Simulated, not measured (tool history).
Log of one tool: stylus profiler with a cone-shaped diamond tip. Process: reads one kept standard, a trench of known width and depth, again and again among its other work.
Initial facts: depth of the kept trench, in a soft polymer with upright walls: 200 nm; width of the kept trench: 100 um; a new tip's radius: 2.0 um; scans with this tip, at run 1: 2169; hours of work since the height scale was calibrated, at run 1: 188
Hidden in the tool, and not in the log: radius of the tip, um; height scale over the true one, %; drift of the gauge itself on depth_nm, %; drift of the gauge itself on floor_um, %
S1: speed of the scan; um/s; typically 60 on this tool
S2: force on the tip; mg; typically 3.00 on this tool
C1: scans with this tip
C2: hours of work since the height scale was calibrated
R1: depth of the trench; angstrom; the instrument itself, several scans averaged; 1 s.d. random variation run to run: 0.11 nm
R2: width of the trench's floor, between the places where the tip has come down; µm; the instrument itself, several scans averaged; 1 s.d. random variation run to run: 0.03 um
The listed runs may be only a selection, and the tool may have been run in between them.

Run 1, hour 0.0: usual settings; C1 2169; C2 188. Result: R1 2036.1 angstrom, R2 97.89 µm.
Run 2, hour 88.5: usual settings; C1 2810; C2 243. Result: R1 2036.0 angstrom, R2 97.77 µm.
Run 3, hour 176.3: usual settings but S2 4.12 mg; C1 3445; C2 298. Result: R1 2044.0 angstrom, R2 97.87 µm.
Run 4, hour 262.7: usual settings but S2 4.12 mg; C1 4070; C2 352. Result: R1 2043.2 angstrom, R2 97.78 µm.
Run 5, hour 317.1: usual settings but S2 4.75 mg; C1 4464; C2 386. Result: R1 2049.7 angstrom, R2 97.81 µm.
Run 6, hour 425.0: usual settings but S2 4.75 mg; C1 5245; C2 454. Result: R1 2050.8 angstrom, R2 97.78 µm.
Run 7, hour 530.4: usual settings; C1 6009; C2 520. Result: R1 2039.0 angstrom, R2 97.67 µm.
Run 8, hour 595.7: usual settings; C1 6481; C2 561. Result: R1 2040.3 angstrom, R2 97.66 µm.
Run 9, hour 699.0: usual settings but S2 1.64 mg; C1 7229; C2 626. Result: R1 2029.9 angstrom, R2 97.52 µm.
Run 10, hour 793.4: usual settings; C1 7913; C2 685. Result: R1 2040.0 angstrom, R2 97.63 µm.
Run 11, hour 878.2: usual settings; C1 8526; C2 738. Result: R1 2039.8 angstrom, R2 97.56 µm.
Run 12, hour 993.4: usual settings; C1 9361; C2 810. Result: R1 2041.7 angstrom, R2 97.52 µm.
Run 13, hour 1070.1: usual settings; C1 9915; C2 858. Result: R1 2042.4 angstrom, R2 97.48 µm.
At hour 1081.5: height scale calibrated on a step standard.
Run 14, hour 1165.9: usual settings but S1 72 um/s; C1 10606; C2 53. Result: R1 2043.2 angstrom, R2 97.44 µm.
Run 15, hour 1267.7: usual settings but S1 101 um/s; C1 11342; C2 117. Result: R1 2043.1 angstrom, R2 97.27 µm.
Run 16, hour 1330.1: usual settings but S1 101 um/s; C1 11795; C2 156. Result: R1 2043.7 angstrom, R2 97.25 µm.
Run 17, hour 1412.4: usual settings but S1 26 um/s, S2 4.14 mg; C1 12390; C2 207. Result: R1 2052.1 angstrom, R2 97.58 µm.
Run 18, hour 1513.3: usual settings but S1 26 um/s, S2 4.14 mg; C1 13120; C2 271. Result: R1 2052.8 angstrom, R2 97.52 µm.
Run 19, hour 1631.1: usual settings but S1 26 um/s, S2 4.14 mg; C1 13973; C2 344. Result: R1 2054.3 angstrom, R2 97.47 µm.
At hour 1696.7: height scale calibrated on a step standard, once more.
Run 20, hour 1710.9: usual settings but S1 94 um/s, S2 1.60 mg; C1 14547; C2 9. Result: R1 2021.4 angstrom, R2 97.08 µm.
Run 21, hour 1762.6: usual settings but S2 1.20 mg; C1 14922; C2 41. Result: R1 2016.9 angstrom, R2 97.18 µm.
Run 22, hour 1851.3: usual settings but S1 29 um/s, S2 4.06 mg; C1 15564; C2 97. Result: R1 2042.2 angstrom, R2 97.42 µm.
Run 23, hour 1928.7: usual settings but S1 76 um/s, S2 3.11 mg; C1 16124; C2 145. Result: R1 2035.5 angstrom, R2 97.21 µm.
Run 24, hour 1983.1: usual settings but S1 133 um/s, S2 3.98 mg; C1 16518; C2 179. Result: R1 2040.6 angstrom, R2 97.01 µm.
Run 25, hour 2034.1: usual settings but S1 16 um/s, S2 7.30 mg; C1 16888; C2 211. Result: R1 2063.2 angstrom, R2 97.46 µm.
Run 26, hour 2116.0: usual settings but S1 78 um/s, S2 1.16 mg; C1 17480; C2 263. Result: R1 2018.8 angstrom, R2 96.88 µm.
Run 27, hour 2236.2: usual settings but S1 25 um/s, S2 1.68 mg; C1 18351; C2 338. Result: R1 2024.4 angstrom, R2 97.35 µm.
Run 28, hour 2292.2: usual settings but S1 34 um/s, S2 2.87 mg; C1 18756; C2 373. Result: R1 2034.9 angstrom, R2 97.31 µm.
Run 29, hour 2408.3: usual settings but S1 34 um/s, S2 2.87 mg; C1 19596; C2 446. Result: R1 2036.1 angstrom, R2 97.21 µm.
Run 30, hour 2508.2: usual settings but S1 34 um/s, S2 2.87 mg; C1 20320; C2 508. Result: R1 2038.3 angstrom, R2 97.24 µm.

Forecast each of these 4 alternatives for the next run:
Run A, hour 2616.6: usual settings but S1 16 um/s, S2 4.86 mg; C1 21104; C2 576. Result: R1 ?, R2 ?.
Run B, hour 2616.6: usual settings but S1 94 um/s, S2 3.24 mg; C1 21104; C2 576. Result: R1 ?, R2 ?.
Run C, hour 2616.6: usual settings but S1 25 um/s, S2 3.66 mg; C1 21104; C2 576. Result: R1 ?, R2 ?.
Run D, hour 2616.6: usual settings but S1 81 um/s, S2 2.02 mg; C1 21104; C2 576. Result: R1 ?, R2 ?.

run      R1     R2
  A  2050.4  97.28
  B  2038.8  96.98
  C  2043.4  97.26
  D  2030.2  96.91
Without the tool's hidden state the same runs would have given:
run      R1     R2
  A  2046.8  98.19
  B  2035.2  97.88
  C  2039.9  98.16
  D  2026.7  97.81
